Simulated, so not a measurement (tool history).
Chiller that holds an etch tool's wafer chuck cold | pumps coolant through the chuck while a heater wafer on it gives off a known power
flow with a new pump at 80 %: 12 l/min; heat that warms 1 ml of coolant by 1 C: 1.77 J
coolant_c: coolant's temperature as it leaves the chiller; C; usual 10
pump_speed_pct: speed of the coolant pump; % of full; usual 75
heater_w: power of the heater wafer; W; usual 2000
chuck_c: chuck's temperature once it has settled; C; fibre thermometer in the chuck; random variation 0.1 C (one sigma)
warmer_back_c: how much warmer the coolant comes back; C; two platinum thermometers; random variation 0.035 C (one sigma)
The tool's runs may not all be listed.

run    hour  coolant_c  pump_speed_pct  heater_w  chuck_c  warmer_back_c
  1     0.0         10              75      2000     27.2           6.22
  2    98.4         10              75      2000     27.1           6.20
  3   185.3         10              75      2000     27.1           6.20
  4   234.3          4              75      2000     21.2           6.19
  5   306.2          4              93      2000     18.8           4.93
  6   368.5          4              93      2000     18.9           4.95
  7   451.6          4              93      2000     18.9           4.96
  8   511.9         10              75      2000     27.3           6.17
  9   558.5         10              75      2000     27.2           6.17
 10   623.1         10              60      2000     30.2           7.81
 11   680.4         17              94      1474     27.9           3.70
 12   739.0         10              84      2000     25.9           5.49
 13   816.9          6              75      1047     15.0           3.30
 14   866.1         18              87      1047     26.2           2.77
 15   947.3         10              81      2000     26.7           5.75
 16   999.1          8              75      2000     25.5           6.26
 17  1097.2         20              60      1818     38.5           7.28
 18  1175.0         20              60      1818     38.6           7.17
 19  1233.4         20              60      1818     38.6           7.18
 20  1278.2         10              75      2307     30.3           7.28

Forecast each of these 5 alternatives for the next run:
  A  1372.0         17              93      2626        ?              ?
  B  1372.0         10              64      2425        ?              ?
  C  1372.0         15              72      2000        ?              ?
  D  1372.0         10              80      2447        ?              ?
  E  1372.0          8              63      2331        ?              ?

run  chuck_c  warmer_back_c
  A     37.1           6.56
  B     33.8           9.01
  C     32.9           6.58
  D     30.6           7.24
  E     31.2           8.86
Without the tool's hidden state the same runs would have given:
run  chuck_c  warmer_back_c
  A     36.2           6.34
  B     32.6           8.71
  C     32.0           6.36
  D     29.6           7.00
  E     30.1           8.57

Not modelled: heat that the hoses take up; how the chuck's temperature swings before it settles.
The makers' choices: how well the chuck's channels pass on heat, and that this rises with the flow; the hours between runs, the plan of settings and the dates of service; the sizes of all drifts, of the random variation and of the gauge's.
